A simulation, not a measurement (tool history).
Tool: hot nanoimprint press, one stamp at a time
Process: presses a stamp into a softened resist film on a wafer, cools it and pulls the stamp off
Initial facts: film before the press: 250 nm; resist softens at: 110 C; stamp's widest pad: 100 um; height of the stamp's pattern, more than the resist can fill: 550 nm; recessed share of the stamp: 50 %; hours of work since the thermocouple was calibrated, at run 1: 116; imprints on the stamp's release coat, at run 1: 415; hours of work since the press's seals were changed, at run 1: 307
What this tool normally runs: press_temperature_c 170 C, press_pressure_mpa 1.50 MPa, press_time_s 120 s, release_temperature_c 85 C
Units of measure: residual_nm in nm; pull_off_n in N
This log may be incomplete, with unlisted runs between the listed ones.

run	hour	press_temperature_c	press_pressure_mpa	press_time_s	release_temperature_c	hours of work since the thermocouple was calibrated	imprints on the stamp's release coat	hours of work since the press's seals were changed	residual_nm	pull_off_n
1	0.0	170	1.50	120	85	116	415	307	91.7	260
2	91.9	170	1.50	120	85	182	652	373	93.4	285
3	181.1	170	1.50	120	85	246	881	437	93.5	308
4	244.9	170	1.50	120	85	292	1045	483	96.7	325
5	312.7	170	1.50	120	85	341	1220	532	96.6	347
6	383.3	170	1.50	120	85	391	1402	582	99.9	378
7	423.8	170	1.50	120	85	421	1506	611	98.8	388
# hour 492.3: plate thermocouple calibrated
8	518.3	170	1.50	120	85	19	1741	677	91.2	393
9	616.2	170	1.50	120	85	89	1993	748	90.5	433
# hour 673.0: stamp cleaned and given a new release coat
10	673.0	170	1.50	120	85	126	0	784	94.6	219
# hour 729.7: press's hydraulic seals changed and the load cell set to zero
11	729.7	170	1.50	120	85	161	125	0	92.3	237
12	814.9	170	1.50	89	85	222	344	61	105.4	255
13	905.0	170	1.50	120	85	287	576	126	94.2	278
14	948.5	170	1.50	120	85	318	688	157	95.6	289
15	1039.1	170	1.50	120	85	383	921	222	96.9	319
16	1101.5	170	1.45	114	91	428	1082	267	100.5	285
# hour 1164.2: plate thermocouple calibrated
17	1166.3	170	1.50	122	85	2	1241	312	89.4	336
18	1231.3	161	1.50	195	85	48	1408	358	121.6	363
19	1283.1	170	1.30	120	86	85	1541	396	96.9	352
20	1336.2	172	1.30	99	86	124	1678	434	95.6	397
21	1422.0	172	1.05	99	77	185	1899	496	107.2	464
22	1480.6	182	1.50	82	87	227	2050	538	60.2	427
# hour 1514.7: stamp cleaned and given a new release coat
23	1565.2	170	0.91	120	85	284	130	594	119.2	230
24	1642.4	170	0.91	120	85	339	329	650	121.0	264
25	1705.6	170	0.91	120	85	385	491	695	121.5	280
26	1800.7	170	2.22	120	81	453	736	763	84.2	315
# hour 1825.6: plate thermocouple calibrated
27	1863.3	170	1.50	182	77	27	889	806	77.9	352
# hour 1887.4: press's hydraulic seals changed and the load cell set to zero
28	1933.0	170	1.50	182	77	71	1048	33	76.2	364
29	1977.1	170	1.50	182	77	103	1162	64	75.6	391

Some steps in residual_nm, run to run, broken into two amounts with sign: the step expected even without the hidden condition (settings, incoming material, random variation), and the rest, left for the hidden condition together with whatever gauge scatter is not in both the measured and the hidden-condition-free result:
The tool's hidden condition here consists of: true temperature over the reading, C; pressure that arrives at the usual setting, %; grip of the stamp's worn release coat, % over a new coat's; drift of the gauge itself on residual_nm, %; drift of the gauge itself on pull_off_n, %.
Run 7 -> 8: plate thermocouple calibrated. residual_nm -7.6 nm: hidden state -8.4, all else +0.8.
Run 16 -> 17: press_pressure_mpa 1.45 -> 1.50, press_time_s 114 -> 122, release_temperature_c 91 -> 85, plate thermocouple calibrated. residual_nm -11.1 nm: hidden state -9.3, all else -1.8.
Run 21 -> 22: press_temperature_c 172 -> 182, press_pressure_mpa 1.05 -> 1.50, press_time_s 99 -> 82, release_temperature_c 77 -> 87. residual_nm -47.0 nm: hidden state -1.1, all else -45.9.
Run 22 -> 23: press_temperature_c 182 -> 170, press_pressure_mpa 1.50 -> 0.91, press_time_s 82 -> 120, release_temperature_c 87 -> 85, stamp cleaned and given a new release coat. residual_nm +59.0 nm: hidden state +3.7, all else +55.3.
